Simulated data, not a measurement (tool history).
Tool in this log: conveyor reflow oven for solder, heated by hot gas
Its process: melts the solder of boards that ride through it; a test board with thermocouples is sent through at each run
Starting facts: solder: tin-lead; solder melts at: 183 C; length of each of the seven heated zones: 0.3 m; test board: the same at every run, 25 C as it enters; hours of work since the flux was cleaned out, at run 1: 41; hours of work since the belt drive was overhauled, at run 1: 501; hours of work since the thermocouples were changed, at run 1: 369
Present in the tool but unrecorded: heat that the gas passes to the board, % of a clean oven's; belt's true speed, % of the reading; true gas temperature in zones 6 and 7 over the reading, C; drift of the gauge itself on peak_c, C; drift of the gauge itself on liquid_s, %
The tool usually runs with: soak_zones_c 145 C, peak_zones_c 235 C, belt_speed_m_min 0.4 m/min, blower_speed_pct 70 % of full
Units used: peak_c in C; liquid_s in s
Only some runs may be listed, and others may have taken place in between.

| run | hour | soak_zones_c | peak_zones_c | belt_speed_m_min | blower_speed_pct | hours of work since the flux was cleaned out | hours of work since the belt drive was overhauled | hours of work since the thermocouples were changed | peak_c | liquid_s |
|---|---|---|---|---|---|---|---|---|---|---|
| 1 | 0 | 145 | 235 | 0.4 | 70 | 41 | 501 | 369 | 223.6 | 77.9 |
| 2 | 71.4 | 145 | 235 | 0.4 | 70 | 92 | 552 | 419 | 223.2 | 78.3 |
| 3 | 145.2 | 152 | 235 | 0.4 | 70 | 144 | 604 | 472 | 223.9 | 81.1 |
| 4 | 229.5 | 152 | 235 | 0.4 | 70 | 204 | 664 | 531 | 223.1 | 81.2 |
| 5 | 275.5 | 152 | 235 | 0.4 | 70 | 236 | 696 | 564 | 222.6 | 81.1 |
|  | 345.1 | flux residue cleaned out of gas plates and filters |
| 6 | 357.1 | 152 | 235 | 0.4 | 70 | 8 | 750 | 618 | 222.2 | 81.1 |
| 7 | 418.1 | 152 | 235 | 0.4 | 70 | 52 | 793 | 661 | 222.5 | 80.6 |
| 8 | 509.7 | 145 | 235 | 0.4 | 70 | 117 | 858 | 726 | 219.7 | 75.8 |
| 9 | 592.8 | 145 | 228 | 0.4 | 70 | 175 | 917 | 785 | 213.7 | 70.3 |
|  | 645.9 | flux residue cleaned out of gas plates and filters, once more |
| 10 | 670.6 | 145 | 228 | 0.4 | 70 | 17 | 969 | 836 | 216.3 | 73.5 |
| 11 | 738.6 | 145 | 235 | 0.4 | 70 | 66 | 1017 | 885 | 221.9 | 77.9 |
| 12 | 782.8 | 145 | 235 | 0.4 | 70 | 97 | 1048 | 916 | 221.9 | 77.5 |
|  | 848 | belt drive overhauled, speed set with a stopwatch |
| 13 | 853.9 | 143 | 235 | 0.4 | 70 | 144 | 4 | 963 | 220.3 | 73.8 |
| 14 | 899.5 | 143 | 235 | 0.4 | 70 | 177 | 36 | 996 | 220.5 | 73.5 |
| 15 | 974.4 | 143 | 235 | 0.4 | 70 | 230 | 89 | 1049 | 219.9 | 72.9 |
| 16 | 1030.8 | 138 | 235 | 0.43 | 70 | 270 | 129 | 1088 | 216.7 | 63.1 |
|  | 1057 | flux residue cleaned out of gas plates and filters |
| 17 | 1135.6 | 146 | 235 | 0.43 | 56 | 56 | 200 | 1159 | 217.9 | 67 |
|  | 1190.2 | thermocouples of zones 6 and 7 changed |
| 18 | 1195.6 | 130 | 230 | 0.44 | 75 | 97 | 241 | 4 | 215.3 | 57.5 |
| 19 | 1278.6 | 130 | 230 | 0.407 | 80 | 155 | 300 | 63 | 217.1 | 64.8 |
| 20 | 1361 | 130 | 230 | 0.407 | 80 | 214 | 358 | 121 | 216.7 | 64.8 |
| 21 | 1402.8 | 130 | 230 | 0.407 | 80 | 243 | 388 | 150 | 216.8 | 64.5 |
|  | 1463.9 | flux residue cleaned out of gas plates and filters |
| 22 | 1477.8 | 145 | 249 | 0.4 | 77 | 10 | 437 | 200 | 237.8 | 85.6 |
| 23 | 1569.4 | 153 | 235 | 0.4 | 70 | 75 | 502 | 265 | 224.6 | 82.2 |
| 24 | 1638.3 | 153 | 235 | 0.4 | 70 | 123 | 551 | 314 | 223.7 | 82.2 |
| 25 | 1698.7 | 145 | 229 | 0.401 | 70 | 166 | 593 | 356 | 217.1 | 72.7 |
| 26 | 1782.8 | 132 | 229 | 0.466 | 73 | 226 | 653 | 416 | 210.7 | 50.9 |
| 27 | 1852.3 | 132 | 229 | 0.451 | 73 | 275 | 702 | 465 | 211.3 | 53.4 |
|  | 1868.6 | flux residue cleaned out of gas plates and filters |
| 28 | 1936 | 147 | 226 | 0.434 | 70 | 48 | 758 | 521 | 213.2 | 65 |
| 29 | 1978.7 | 145 | 226 | 0.4 | 70 | 78 | 788 | 551 | 214.6 | 71.9 |

Branching from run 29: 5 alternative next runs. What would each branch give?
| A | 2076.9 | 135 | 229 | 0.369 | 70 | 147 | 858 | 620 | ? | ? |
| B | 2076.9 | 145 | 235 | 0.4 | 55 | 147 | 858 | 620 | ? | ? |
| C | 2076.9 | 145 | 226 | 0.42 | 54 | 147 | 858 | 620 | ? | ? |
| D | 2076.9 | 145 | 225 | 0.333 | 70 | 147 | 858 | 620 | ? | ? |
| E | 2076.9 | 145 | 226 | 0.426 | 70 | 147 | 858 | 620 | ? | ? |

| run | peak_c | liquid_s |
|---|---|---|
| A | 217.4 | 76.3 |
| B | 220.9 | 75.5 |
| C | 210.6 | 63.2 |
| D | 216.4 | 89.7 |
| E | 212.9 | 64.6 |
Had the tool no hidden state, the same runs would have come out as:
| run | peak_c | liquid_s |
|---|---|---|
| A | 219.4 | 76.3 |
| B | 222.8 | 75.1 |
| C | 212.4 | 63.5 |
| D | 218.4 | 89.2 |
| E | 214.9 | 64.9 |
